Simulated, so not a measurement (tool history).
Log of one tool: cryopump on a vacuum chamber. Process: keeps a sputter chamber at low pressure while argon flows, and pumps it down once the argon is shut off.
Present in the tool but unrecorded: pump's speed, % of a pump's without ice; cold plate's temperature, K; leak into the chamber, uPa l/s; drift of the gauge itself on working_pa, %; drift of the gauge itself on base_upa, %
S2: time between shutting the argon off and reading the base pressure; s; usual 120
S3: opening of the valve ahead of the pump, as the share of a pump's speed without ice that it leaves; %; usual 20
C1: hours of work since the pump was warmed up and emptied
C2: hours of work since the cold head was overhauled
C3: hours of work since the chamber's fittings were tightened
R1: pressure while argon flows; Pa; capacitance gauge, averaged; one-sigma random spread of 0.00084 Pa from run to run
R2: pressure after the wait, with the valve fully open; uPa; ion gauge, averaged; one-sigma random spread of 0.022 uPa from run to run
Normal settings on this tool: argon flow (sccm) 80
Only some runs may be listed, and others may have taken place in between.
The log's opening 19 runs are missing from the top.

-- day=34.575 leaking fittings of the chamber tightened, without venting
run 20 day=34.771 | argon_flow_(sccm)=47 S2=120 S3=46 | C1=117 C2=1015 C3=2 | R1=0.0765 R2=0.58
run 21 day=36.512 | argon_flow_(sccm)=142 S2=34 S3=18 | C1=138 C2=1035 C3=23 | R1=0.5899 R2=1.66
run 22 day=38.558 | argon_flow_(sccm)=117 S2=34 S3=18 | C1=162 C2=1059 C3=47 | R1=0.4843 R2=1.69
run 23 day=40.812 | argon_flow_(sccm)=136 S2=72 S3=43 | C1=188 C2=1086 C3=73 | R1=0.2387 R2=0.93
run 24 day=42.108 | argon_flow_(sccm)=38 S2=43 S3=35 | C1=203 C2=1101 C3=88 | R1=0.0820 R2=1.40
run 25 day=44.029 | argon_flow_(sccm)=59 S2=120 S3=32 | C1=226 C2=1123 C3=111 | R1=0.1390 R2=0.63
run 26 day=46.021 | argon_flow_(sccm)=59 S2=120 S3=32 | C1=249 C2=1147 C3=134 | R1=0.1390 R2=0.64
run 27 day=48.233 | argon_flow_(sccm)=59 S2=120 S3=32 | C1=275 C2=1173 C3=160 | R1=0.1382 R2=0.65
run 28 day=50.350 | argon_flow_(sccm)=59 S2=120 S3=32 | C1=300 C2=1197 C3=185 | R1=0.1396 R2=0.68
run 29 day=51.538 | argon_flow_(sccm)=75 S2=120 S3=20 | C1=314 C2=1211 C3=199 | R1=0.2820 R2=0.64
run 30 day=53.083 | argon_flow_(sccm)=75 S2=120 S3=20 | C1=332 C2=1229 C3=217 | R1=0.2819 R2=0.71
run 31 day=54.683 | argon_flow_(sccm)=79 S2=229 S3=20 | C1=351 C2=1248 C3=235 | R1=0.2963 R2=0.49
run 32 day=56.367 | argon_flow_(sccm)=79 S2=229 S3=20 | C1=370 C2=1268 C3=255 | R1=0.2972 R2=0.49
run 33 day=58.688 | argon_flow_(sccm)=90 S2=42 S3=20 | C1=397 C2=1295 C3=282 | R1=0.3397 R2=1.55
run 34 day=60.042 | argon_flow_(sccm)=46 S2=82 S3=30 | C1=413 C2=1311 C3=298 | R1=0.1165 R2=0.89
run 35 day=62.412 | argon_flow_(sccm)=128 S2=28 S3=33 | C1=441 C2=1339 C3=326 | R1=0.2960 R2=2.11

Here are 3 independent what-if runs from the current tool condition. What would each one return?
run A day=63.742 | argon_flow_(sccm)=128 S2=300 S3=33 | C1=457 C2=1354 C3=342 | R1=? R2=?
run B day=63.742 | argon_flow_(sccm)=136 S2=37 S3=18 | C1=457 C2=1354 C3=342 | R1=? R2=?
run C day=63.742 | argon_flow_(sccm)=41 S2=28 S3=33 | C1=457 C2=1354 C3=342 | R1=? R2=?

run=A R1=0.2956 R2=0.50
run=B R1=0.5695 R2=1.74
run=C R1=0.0947 R2=2.17
Had the tool no hidden state, the same runs would have come out as:
run=A R1=0.2876 R2=0.33
run=B R1=0.5610 R2=1.56
run=C R1=0.0921 R2=2.00
